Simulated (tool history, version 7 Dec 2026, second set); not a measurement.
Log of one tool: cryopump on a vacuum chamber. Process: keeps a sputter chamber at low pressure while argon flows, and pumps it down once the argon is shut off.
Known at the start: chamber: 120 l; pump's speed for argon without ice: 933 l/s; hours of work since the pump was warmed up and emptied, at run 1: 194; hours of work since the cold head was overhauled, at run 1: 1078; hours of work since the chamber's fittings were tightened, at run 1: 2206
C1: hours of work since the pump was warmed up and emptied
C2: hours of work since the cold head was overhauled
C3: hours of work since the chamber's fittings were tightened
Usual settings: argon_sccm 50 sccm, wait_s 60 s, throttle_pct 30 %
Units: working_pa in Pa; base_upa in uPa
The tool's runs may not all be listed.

{"run": 1, "day": 0.0, "argon_sccm": 50, "wait_s": 60, "throttle_pct": 30, "C1": 194, "C2": 1078, "C3": 2206, "working_pa": 0.3088, "base_upa": 4.94}
{"run": 2, "day": 2.596, "argon_sccm": 50, "wait_s": 60, "throttle_pct": 30, "C1": 237, "C2": 1121, "C3": 2249, "working_pa": 0.3109, "base_upa": 5.25}
{"run": 3, "day": 5.375, "argon_sccm": 50, "wait_s": 50, "throttle_pct": 30, "C1": 283, "C2": 1167, "C3": 2295, "working_pa": 0.3132, "base_upa": 5.7}
{"run": 4, "day": 7.979, "argon_sccm": 50, "wait_s": 60, "throttle_pct": 30, "C1": 327, "C2": 1210, "C3": 2338, "working_pa": 0.315, "base_upa": 5.23}
{"run": 5, "day": 10.75, "argon_sccm": 50, "wait_s": 273, "throttle_pct": 30, "C1": 372, "C2": 1256, "C3": 2384, "working_pa": 0.3151, "base_upa": 3.69}
{"run": 6, "day": 12.921, "argon_sccm": 50, "wait_s": 273, "throttle_pct": 30, "C1": 408, "C2": 1292, "C3": 2420, "working_pa": 0.3164, "base_upa": 3.81}
{"run": 7, "day": 15.246, "argon_sccm": 50, "wait_s": 273, "throttle_pct": 30, "C1": 447, "C2": 1330, "C3": 2458, "working_pa": 0.3178, "base_upa": 3.9}
{"run": 8, "day": 17.292, "argon_sccm": 50, "wait_s": 60, "throttle_pct": 28, "C1": 481, "C2": 1364, "C3": 2492, "working_pa": 0.3417, "base_upa": 5.63}
{"run": 9, "day": 19.067, "argon_sccm": 73, "wait_s": 60, "throttle_pct": 30, "C1": 510, "C2": 1394, "C3": 2521, "working_pa": 0.4659, "base_upa": 5.81}
{"run": 10, "day": 20.288, "argon_sccm": 94, "wait_s": 159, "throttle_pct": 37, "C1": 530, "C2": 1414, "C3": 2542, "working_pa": 0.4944, "base_upa": 4.47}
{"run": 11, "day": 21.575, "argon_sccm": 94, "wait_s": 159, "throttle_pct": 37, "C1": 552, "C2": 1435, "C3": 2563, "working_pa": 0.496, "base_upa": 4.5}
{"run": 12, "day": 24.058, "argon_sccm": 33, "wait_s": 192, "throttle_pct": 43, "C1": 593, "C2": 1476, "C3": 2604, "working_pa": 0.1538, "base_upa": 4.36}
{"run": 13, "day": 25.979, "argon_sccm": 53, "wait_s": 235, "throttle_pct": 30, "C1": 625, "C2": 1508, "C3": 2636, "working_pa": 0.3437, "base_upa": 4.5}
{"run": 14, "day": 27.308, "argon_sccm": 33, "wait_s": 60, "throttle_pct": 33, "C1": 647, "C2": 1530, "C3": 2658, "working_pa": 0.1965, "base_upa": 6.1}

Run 15 comes next. What will it give?
{"run": 15, "day": 30.167, "argon_sccm": 33, "wait_s": 60, "throttle_pct": 33, "C1": 694, "C2": 1577, "C3": 2705, "working_pa": "?", "base_upa": "?"}

working_pa: 0.1986 Pa
base_upa: 6.44 uPa
Without the tool's hidden state the same run would have given working_pa 0.1817 Pa, base_upa 2.65 uPa.
